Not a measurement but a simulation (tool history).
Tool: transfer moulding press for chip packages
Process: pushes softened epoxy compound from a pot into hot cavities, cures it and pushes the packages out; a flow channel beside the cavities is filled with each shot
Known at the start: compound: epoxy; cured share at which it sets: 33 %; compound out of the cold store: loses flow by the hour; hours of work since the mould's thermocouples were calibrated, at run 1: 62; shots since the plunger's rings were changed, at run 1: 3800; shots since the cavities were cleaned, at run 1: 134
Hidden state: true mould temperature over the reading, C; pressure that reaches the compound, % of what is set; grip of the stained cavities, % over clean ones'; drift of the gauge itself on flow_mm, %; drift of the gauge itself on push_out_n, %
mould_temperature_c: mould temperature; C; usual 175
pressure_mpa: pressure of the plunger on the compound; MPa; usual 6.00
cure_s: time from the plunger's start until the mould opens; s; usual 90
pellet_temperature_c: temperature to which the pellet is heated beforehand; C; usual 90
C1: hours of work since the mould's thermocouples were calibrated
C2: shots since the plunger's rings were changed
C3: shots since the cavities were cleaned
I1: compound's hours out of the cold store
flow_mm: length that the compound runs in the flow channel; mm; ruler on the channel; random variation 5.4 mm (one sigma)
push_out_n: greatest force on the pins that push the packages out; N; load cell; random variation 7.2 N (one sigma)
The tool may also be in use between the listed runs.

run 1 hour=0.0 | mould_temperature_c=175 pressure_mpa=6.00 cure_s=90 pellet_temperature_c=90 | C1=62 C2=3800 C3=134 | I1=41.5 | flow_mm=560 push_out_n=365
-- hour=14.2 plunger's sealing rings changed
run 2 hour=20.3 | mould_temperature_c=175 pressure_mpa=6.00 cure_s=90 pellet_temperature_c=90 | C1=76 C2=95 C3=412 | I1=34.0 | flow_mm=615 push_out_n=457
run 3 hour=35.9 | mould_temperature_c=175 pressure_mpa=6.00 cure_s=90 pellet_temperature_c=87 | C1=88 C2=337 C3=654 | I1=12.4 | flow_mm=674 push_out_n=497
-- hour=46.3 cavities cleaned with cleaning compound and waxed
run 4 hour=57.7 | mould_temperature_c=175 pressure_mpa=6.00 cure_s=90 pellet_temperature_c=90 | C1=104 C2=655 C3=178 | I1=24.9 | flow_mm=632 push_out_n=578
run 5 hour=71.4 | mould_temperature_c=175 pressure_mpa=6.00 cure_s=90 pellet_temperature_c=90 | C1=115 C2=868 C3=391 | I1=36.0 | flow_mm=612 push_out_n=514
run 6 hour=92.4 | mould_temperature_c=175 pressure_mpa=6.00 cure_s=90 pellet_temperature_c=90 | C1=131 C2=1197 C3=720 | I1=35.8 | flow_mm=610 push_out_n=529
-- hour=98.6 cavities cleaned with cleaning compound and waxed
run 7 hour=114.3 | mould_temperature_c=175 pressure_mpa=6.00 cure_s=90 pellet_temperature_c=90 | C1=147 C2=1515 C3=245 | I1=34.0 | flow_mm=608 push_out_n=428
-- hour=117.9 cavities cleaned with cleaning compound and waxed, once more
run 8 hour=135.4 | mould_temperature_c=175 pressure_mpa=6.00 cure_s=90 pellet_temperature_c=90 | C1=162 C2=1820 C3=274 | I1=39.9 | flow_mm=590 push_out_n=434
run 9 hour=158.4 | mould_temperature_c=175 pressure_mpa=6.00 cure_s=90 pellet_temperature_c=90 | C1=180 C2=2179 C3=633 | I1=21.0 | flow_mm=634 push_out_n=494
-- hour=170.0 cavities cleaned with cleaning compound and waxed
run 10 hour=184.1 | mould_temperature_c=175 pressure_mpa=6.00 cure_s=90 pellet_temperature_c=90 | C1=199 C2=2556 C3=220 | I1=31.6 | flow_mm=607 push_out_n=406
run 11 hour=208.5 | mould_temperature_c=175 pressure_mpa=6.00 cure_s=90 pellet_temperature_c=90 | C1=218 C2=2938 C3=602 | I1=27.5 | flow_mm=613 push_out_n=497
-- hour=221.5 cavities cleaned with cleaning compound and waxed
run 12 hour=226.8 | mould_temperature_c=175 pressure_mpa=6.00 cure_s=90 pellet_temperature_c=90 | C1=231 C2=3200 C3=84 | I1=10.2 | flow_mm=658 push_out_n=361
run 13 hour=251.9 | mould_temperature_c=175 pressure_mpa=6.00 cure_s=90 pellet_temperature_c=90 | C1=250 C2=3591 C3=475 | I1=21.4 | flow_mm=625 push_out_n=486
-- hour=272.9 cavities cleaned with cleaning compound and waxed
run 14 hour=276.5 | mould_temperature_c=175 pressure_mpa=6.00 cure_s=90 pellet_temperature_c=90 | C1=268 C2=3951 C3=56 | I1=21.2 | flow_mm=611 push_out_n=340
-- hour=281.1 plunger's sealing rings changed
run 15 hour=304.3 | mould_temperature_c=174 pressure_mpa=6.00 cure_s=90 pellet_temperature_c=95 | C1=288 C2=362 C3=451 | I1=38.7 | flow_mm=608 push_out_n=468
run 16 hour=323.6 | mould_temperature_c=169 pressure_mpa=6.00 cure_s=99 pellet_temperature_c=90 | C1=303 C2=662 C3=751 | I1=23.8 | flow_mm=658 push_out_n=574
-- hour=328.1 cavities cleaned with cleaning compound and waxed
run 17 hour=339.0 | mould_temperature_c=169 pressure_mpa=6.00 cure_s=99 pellet_temperature_c=90 | C1=313 C2=880 C3=169 | I1=27.1 | flow_mm=638 push_out_n=424
run 18 hour=358.0 | mould_temperature_c=169 pressure_mpa=7.11 cure_s=77 pellet_temperature_c=88 | C1=328 C2=1176 C3=465 | I1=25.6 | flow_mm=701 push_out_n=883
run 19 hour=377.7 | mould_temperature_c=169 pressure_mpa=7.11 cure_s=77 pellet_temperature_c=88 | C1=343 C2=1483 C3=772 | I1=42.6 | flow_mm=659 push_out_n=915
-- hour=381.5 cavities cleaned with cleaning compound and waxed
run 20 hour=395.1 | mould_temperature_c=169 pressure_mpa=7.11 cure_s=77 pellet_temperature_c=88 | C1=356 C2=1731 C3=211 | I1=18.8 | flow_mm=711 push_out_n=789
run 21 hour=417.0 | mould_temperature_c=169 pressure_mpa=7.11 cure_s=119 pellet_temperature_c=86 | C1=373 C2=2073 C3=553 | I1=25.0 | flow_mm=704 push_out_n=448
-- hour=433.5 cavities cleaned with cleaning compound and waxed
run 22 hour=436.9 | mould_temperature_c=171 pressure_mpa=6.00 cure_s=81 pellet_temperature_c=87 | C1=387 C2=2361 C3=53 | I1=16.3 | flow_mm=656 push_out_n=497
run 23 hour=450.2 | mould_temperature_c=175 pressure_mpa=6.00 cure_s=88 pellet_temperature_c=84 | C1=397 C2=2569 C3=261 | I1=11.4 | flow_mm=659 push_out_n=468
run 24 hour=460.8 | mould_temperature_c=167 pressure_mpa=6.00 cure_s=90 pellet_temperature_c=88 | C1=406 C2=2733 C3=425 | I1=43.4 | flow_mm=590 push_out_n=668
run 25 hour=480.6 | mould_temperature_c=167 pressure_mpa=6.00 cure_s=94 pellet_temperature_c=88 | C1=421 C2=3042 C3=734 | I1=19.0 | flow_mm=644 push_out_n=680
-- hour=485.8 cavities cleaned with cleaning compound and waxed
run 26 hour=504.6 | mould_temperature_c=180 pressure_mpa=5.80 cure_s=94 pellet_temperature_c=88 | C1=438 C2=3393 C3=293 | I1=16.1 | flow_mm=604 push_out_n=385
run 27 hour=522.7 | mould_temperature_c=180 pressure_mpa=5.80 cure_s=94 pellet_temperature_c=88 | C1=452 C2=3675 C3=575 | I1=15.5 | flow_mm=616 push_out_n=429
-- hour=537.2 cavities cleaned with cleaning compound and waxed
run 28 hour=537.2 | mould_temperature_c=180 pressure_mpa=5.80 cure_s=94 pellet_temperature_c=88 | C1=463 C2=3879 C3=0 | I1=13.5 | flow_mm=610 push_out_n=271

Forecast each of these 4 alternatives for the next run:
-- hour=547.0 plunger's sealing rings changed
run A hour=555.4 | mould_temperature_c=174 pressure_mpa=5.80 cure_s=94 pellet_temperature_c=98 | C1=475 C2=130 C3=244 | I1=13.0 | flow_mm=? push_out_n=?
-- hour=547.0 plunger's sealing rings changed
run B hour=555.4 | mould_temperature_c=170 pressure_mpa=6.00 cure_s=90 pellet_temperature_c=91 | C1=475 C2=130 C3=244 | I1=17.9 | flow_mm=? push_out_n=?
-- hour=547.0 plunger's sealing rings changed
run C hour=555.4 | mould_temperature_c=183 pressure_mpa=4.58 cure_s=90 pellet_temperature_c=94 | C1=475 C2=130 C3=244 | I1=42.7 | flow_mm=? push_out_n=?
-- hour=547.0 plunger's sealing rings changed
run D hour=555.4 | mould_temperature_c=180 pressure_mpa=5.97 cure_s=94 pellet_temperature_c=89 | C1=475 C2=130 C3=244 | I1=13.3 | flow_mm=? push_out_n=?

run=A flow_mm=678 push_out_n=420
run=B flow_mm=680 push_out_n=539
run=C flow_mm=506 push_out_n=354
run=D flow_mm=674 push_out_n=369
Without the tool's hidden state the same runs would have given:
run=A flow_mm=679 push_out_n=299
run=B flow_mm=681 push_out_n=379
run=C flow_mm=507 push_out_n=254
run=D flow_mm=675 push_out_n=264
